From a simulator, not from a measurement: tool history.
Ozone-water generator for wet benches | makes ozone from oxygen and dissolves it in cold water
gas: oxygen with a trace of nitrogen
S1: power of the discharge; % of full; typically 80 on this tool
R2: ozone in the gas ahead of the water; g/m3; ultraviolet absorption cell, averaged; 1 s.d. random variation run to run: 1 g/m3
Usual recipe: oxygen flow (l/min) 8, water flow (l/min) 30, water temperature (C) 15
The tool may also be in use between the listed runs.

run 1 hour=0 | S1=80 oxygen_flow_(l/min)=8 water_flow_(l/min)=30 water_temperature_(C)=15 | dissolved_ozone_(ppm)=22.8 R2=173.7
-- hour=99.9 water thermometer calibrated
run 2 hour=153.9 | S1=80 oxygen_flow_(l/min)=8 water_flow_(l/min)=30 water_temperature_(C)=8 | dissolved_ozone_(ppm)=24.8 R2=174
run 3 hour=341.3 | S1=80 oxygen_flow_(l/min)=8 water_flow_(l/min)=30 water_temperature_(C)=8 | dissolved_ozone_(ppm)=25.1 R2=174.4
run 4 hour=447 | S1=80 oxygen_flow_(l/min)=8 water_flow_(l/min)=30 water_temperature_(C)=8 | dissolved_ozone_(ppm)=24.7 R2=174
run 5 hour=603.6 | S1=80 oxygen_flow_(l/min)=8 water_flow_(l/min)=30 water_temperature_(C)=8 | dissolved_ozone_(ppm)=24.7 R2=174.9
run 6 hour=733.8 | S1=80 oxygen_flow_(l/min)=8 water_flow_(l/min)=30 water_temperature_(C)=8 | dissolved_ozone_(ppm)=24.7 R2=175.1
run 7 hour=836.4 | S1=80 oxygen_flow_(l/min)=8 water_flow_(l/min)=30 water_temperature_(C)=8 | dissolved_ozone_(ppm)=24.7 R2=176.2
run 8 hour=946.4 | S1=63 oxygen_flow_(l/min)=8 water_flow_(l/min)=30 water_temperature_(C)=15 | dissolved_ozone_(ppm)=19.6 R2=151.6
run 9 hour=1130.2 | S1=80 oxygen_flow_(l/min)=8 water_flow_(l/min)=30 water_temperature_(C)=15 | dissolved_ozone_(ppm)=23 R2=175.4
run 10 hour=1266.6 | S1=80 oxygen_flow_(l/min)=8 water_flow_(l/min)=30 water_temperature_(C)=15 | dissolved_ozone_(ppm)=22.7 R2=174.8
run 11 hour=1396.3 | S1=80 oxygen_flow_(l/min)=8 water_flow_(l/min)=30 water_temperature_(C)=15 | dissolved_ozone_(ppm)=22.7 R2=175.4
run 12 hour=1576.7 | S1=80 oxygen_flow_(l/min)=8 water_flow_(l/min)=30 water_temperature_(C)=15 | dissolved_ozone_(ppm)=22.8 R2=176
run 13 hour=1659.4 | S1=80 oxygen_flow_(l/min)=8 water_flow_(l/min)=30 water_temperature_(C)=15 | dissolved_ozone_(ppm)=22.3 R2=175.1
run 14 hour=1815.6 | S1=80 oxygen_flow_(l/min)=8 water_flow_(l/min)=30 water_temperature_(C)=9 | dissolved_ozone_(ppm)=24.6 R2=175.5
run 15 hour=1915.2 | S1=80 oxygen_flow_(l/min)=8 water_flow_(l/min)=30 water_temperature_(C)=9 | dissolved_ozone_(ppm)=24.4 R2=176.2
run 16 hour=2024.1 | S1=80 oxygen_flow_(l/min)=8 water_flow_(l/min)=30 water_temperature_(C)=9 | dissolved_ozone_(ppm)=24.9 R2=175.2
run 17 hour=2192.8 | S1=80 oxygen_flow_(l/min)=8 water_flow_(l/min)=30 water_temperature_(C)=9 | dissolved_ozone_(ppm)=24.5 R2=177.1
run 18 hour=2381.1 | S1=80 oxygen_flow_(l/min)=8 water_flow_(l/min)=30 water_temperature_(C)=9 | dissolved_ozone_(ppm)=24.1 R2=175.7
run 19 hour=2486.4 | S1=43 oxygen_flow_(l/min)=8.84 water_flow_(l/min)=32 water_temperature_(C)=17 | dissolved_ozone_(ppm)=14.5 R2=116.3
run 20 hour=2644.1 | S1=43 oxygen_flow_(l/min)=13.57 water_flow_(l/min)=32 water_temperature_(C)=17 | dissolved_ozone_(ppm)=14.7 R2=94.4
run 21 hour=2813.2 | S1=43 oxygen_flow_(l/min)=13.57 water_flow_(l/min)=44 water_temperature_(C)=17 | dissolved_ozone_(ppm)=12 R2=93.2
run 22 hour=3000.7 | S1=95 oxygen_flow_(l/min)=13.57 water_flow_(l/min)=26 water_temperature_(C)=17 | dissolved_ozone_(ppm)=26.7 R2=153.6
-- hour=3064.2 gauge calibrated
run 23 hour=3166 | S1=80 oxygen_flow_(l/min)=5.14 water_flow_(l/min)=30 water_temperature_(C)=9 | dissolved_ozone_(ppm)=22.5 R2=213.4
run 24 hour=3257.5 | S1=88 oxygen_flow_(l/min)=7.77 water_flow_(l/min)=40 water_temperature_(C)=15 | dissolved_ozone_(ppm)=19.4 R2=186.4
run 25 hour=3413.3 | S1=80 oxygen_flow_(l/min)=8 water_flow_(l/min)=38 water_temperature_(C)=15 | dissolved_ozone_(ppm)=19.1 R2=173.1
run 26 hour=3538.1 | S1=80 oxygen_flow_(l/min)=9.15 water_flow_(l/min)=19 water_temperature_(C)=15 | dissolved_ozone_(ppm)=29.7 R2=162.9
run 27 hour=3678.1 | S1=41 oxygen_flow_(l/min)=6.91 water_flow_(l/min)=30 water_temperature_(C)=15 | dissolved_ozone_(ppm)=14.8 R2=123.7
run 28 hour=3803.3 | S1=41 oxygen_flow_(l/min)=6.91 water_flow_(l/min)=30 water_temperature_(C)=15 | dissolved_ozone_(ppm)=14.7 R2=125.6
run 29 hour=3975.5 | S1=40 oxygen_flow_(l/min)=8 water_flow_(l/min)=30 water_temperature_(C)=8 | dissolved_ozone_(ppm)=16.1 R2=114.4
-- hour=4014.9 contactor cleaned
run 30 hour=4144.7 | S1=40 oxygen_flow_(l/min)=9.18 water_flow_(l/min)=20 water_temperature_(C)=14 | dissolved_ozone_(ppm)=19.3 R2=109.2
run 31 hour=4228.8 | S1=57 oxygen_flow_(l/min)=10.96 water_flow_(l/min)=35 water_temperature_(C)=14 | dissolved_ozone_(ppm)=17.2 R2=124.2

What does the tool deliver on the next run?
run 32 hour=4396.4 | S1=57 oxygen_flow_(l/min)=10.96 water_flow_(l/min)=35 water_temperature_(C)=14 | dissolved_ozone_(ppm)=? R2=?

{"run 32": {"dissolved ozone (ppm)": 17.5, "R2": 122.5}}
The same run, on a tool lacking any hidden state, would have yielded dissolved ozone (ppm) 17.5, R2 121.3 g/m3.
